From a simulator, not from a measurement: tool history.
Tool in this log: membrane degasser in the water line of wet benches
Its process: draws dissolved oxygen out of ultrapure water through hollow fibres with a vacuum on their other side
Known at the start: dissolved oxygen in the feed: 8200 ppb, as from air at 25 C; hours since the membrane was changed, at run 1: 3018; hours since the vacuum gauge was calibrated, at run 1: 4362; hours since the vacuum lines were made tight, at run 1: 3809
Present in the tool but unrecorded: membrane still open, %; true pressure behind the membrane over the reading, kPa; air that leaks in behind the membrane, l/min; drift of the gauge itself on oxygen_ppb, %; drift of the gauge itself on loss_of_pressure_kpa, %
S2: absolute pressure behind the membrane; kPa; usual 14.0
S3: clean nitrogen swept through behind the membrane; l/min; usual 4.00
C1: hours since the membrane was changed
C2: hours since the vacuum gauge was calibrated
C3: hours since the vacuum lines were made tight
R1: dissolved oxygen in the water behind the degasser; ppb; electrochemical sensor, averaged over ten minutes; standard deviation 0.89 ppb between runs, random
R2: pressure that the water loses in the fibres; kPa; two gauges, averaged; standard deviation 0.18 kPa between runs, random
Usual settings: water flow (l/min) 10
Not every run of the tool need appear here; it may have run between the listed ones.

run 1 day=0.000 | water_flow_(l/min)=10 S2=14.0 S3=4.00 | C1=3018 C2=4362 C3=3809 | R1=83.3 R2=34.67
run 2 day=2.971 | water_flow_(l/min)=10 S2=14.0 S3=4.00 | C1=3089 C2=4434 C3=3880 | R1=83.1 R2=34.49
run 3 day=5.075 | water_flow_(l/min)=10 S2=14.0 S3=4.00 | C1=3140 C2=4484 C3=3931 | R1=84.1 R2=34.46
run 4 day=7.454 | water_flow_(l/min)=13 S2=14.0 S3=4.00 | C1=3197 C2=4541 C3=3988 | R1=116.8 R2=45.35
run 5 day=10.971 | water_flow_(l/min)=13 S2=14.0 S3=4.00 | C1=3281 C2=4626 C3=4072 | R1=114.7 R2=44.99
run 6 day=13.408 | water_flow_(l/min)=10 S2=14.0 S3=4.00 | C1=3340 C2=4684 C3=4131 | R1=82.6 R2=34.54
run 7 day=17.304 | water_flow_(l/min)=10 S2=14.0 S3=4.00 | C1=3433 C2=4778 C3=4224 | R1=82.7 R2=34.52
run 8 day=21.467 | water_flow_(l/min)=10 S2=14.0 S3=4.00 | C1=3533 C2=4877 C3=4324 | R1=82.6 R2=34.68
run 9 day=25.579 | water_flow_(l/min)=10 S2=14.0 S3=4.00 | C1=3632 C2=4976 C3=4423 | R1=85.3 R2=34.49
run 10 day=28.471 | water_flow_(l/min)=10 S2=14.0 S3=4.00 | C1=3701 C2=5045 C3=4492 | R1=82.6 R2=34.68
run 11 day=31.771 | water_flow_(l/min)=10 S2=19.9 S3=4.00 | C1=3780 C2=5125 C3=4571 | R1=118.4 R2=34.59
run 12 day=35.633 | water_flow_(l/min)=10 S2=19.9 S3=4.00 | C1=3873 C2=5217 C3=4664 | R1=118.5 R2=35.11
run 13 day=37.667 | water_flow_(l/min)=10 S2=14.0 S3=4.00 | C1=3922 C2=5266 C3=4713 | R1=82.8 R2=34.61
run 14 day=41.704 | water_flow_(l/min)=10 S2=14.0 S3=4.00 | C1=4019 C2=5363 C3=4810 | R1=83.4 R2=34.80
run 15 day=43.871 | water_flow_(l/min)=10 S2=10.3 S3=4.00 | C1=4071 C2=5415 C3=4862 | R1=62.9 R2=34.74
run 16 day=45.775 | water_flow_(l/min)=10 S2=14.0 S3=4.74 | C1=4116 C2=5461 C3=4907 | R1=74.1 R2=34.64
run 17 day=49.000 | water_flow_(l/min)=7 S2=14.0 S3=2.70 | C1=4194 C2=5538 C3=4985 | R1=76.4 R2=24.12
run 18 day=52.962 | water_flow_(l/min)=10 S2=14.0 S3=7.47 | C1=4289 C2=5633 C3=5080 | R1=53.2 R2=34.79
run 19 day=54.892 | water_flow_(l/min)=10 S2=13.6 S3=11.78 | C1=4335 C2=5680 C3=5126 | R1=39.4 R2=34.59
run 20 day=57.533 | water_flow_(l/min)=16 S2=11.7 S3=11.33 | C1=4399 C2=5743 C3=5190 | R1=77.8 R2=55.18
run 21 day=60.575 | water_flow_(l/min)=10 S2=27.9 S3=4.00 | C1=4472 C2=5816 C3=5263 | R1=169.6 R2=34.52
run 22 day=63.888 | water_flow_(l/min)=6 S2=13.2 S3=4.18 | C1=4551 C2=5896 C3=5342 | R1=40.0 R2=20.99
run 23 day=66.792 | water_flow_(l/min)=10 S2=30.7 S3=2.10 | C1=4621 C2=5965 C3=5412 | R1=324.5 R2=34.36
run 24 day=69.175 | water_flow_(l/min)=10 S2=30.7 S3=2.10 | C1=4678 C2=6022 C3=5469 | R1=325.2 R2=34.54
run 25 day=72.012 | water_flow_(l/min)=12 S2=23.1 S3=2.10 | C1=4746 C2=6091 C3=5537 | R1=288.3 R2=41.61
run 26 day=74.488 | water_flow_(l/min)=10 S2=17.2 S3=10.50 | C1=4806 C2=6150 C3=5597 | R1=50.0 R2=34.62
run 27 day=76.446 | water_flow_(l/min)=14 S2=21.1 S3=5.05 | C1=4853 C2=6197 C3=5644 | R1=153.6 R2=48.39
run 28 day=80.225 | water_flow_(l/min)=8 S2=11.5 S3=8.51 | C1=4943 C2=6288 C3=5734 | R1=28.8 R2=27.93
run 29 day=84.262 | water_flow_(l/min)=8 S2=14.0 S3=6.85 | C1=5040 C2=6385 C3=5831 | R1=41.3 R2=27.45
-- day=86.171 vacuum gauge calibrated
run 30 day=87.729 | water_flow_(l/min)=10 S2=9.0 S3=4.00 | C1=5123 C2=37 C3=5914 | R1=52.7 R2=34.51
run 31 day=90.733 | water_flow_(l/min)=10 S2=9.0 S3=4.00 | C1=5195 C2=110 C3=5986 | R1=53.0 R2=34.67
run 32 day=92.588 | water_flow_(l/min)=14 S2=25.7 S3=8.03 | C1=5239 C2=154 C3=6030 | R1=134.0 R2=48.39

Here are 3 independent what-if runs from the current tool condition. What would each one return?
run A day=94.829 | water_flow_(l/min)=14 S2=25.7 S3=6.68 | C1=5293 C2=208 C3=6084 | R1=? R2=?
run B day=94.829 | water_flow_(l/min)=10 S2=22.6 S3=1.72 | C1=5293 C2=208 C3=6084 | R1=? R2=?
run C day=94.829 | water_flow_(l/min)=8 S2=10.5 S3=7.97 | C1=5293 C2=208 C3=6084 | R1=? R2=?

run=A R1=150.9 R2=48.95
run=B R1=284.8 R2=34.80
run=C R1=27.1 R2=27.72
With the hidden condition removed and each run's random variation left untouched, the same runs would have given:
run=A R1=150.7 R2=48.92
run=B R1=284.5 R2=34.79
run=C R1=27.0 R2=27.71
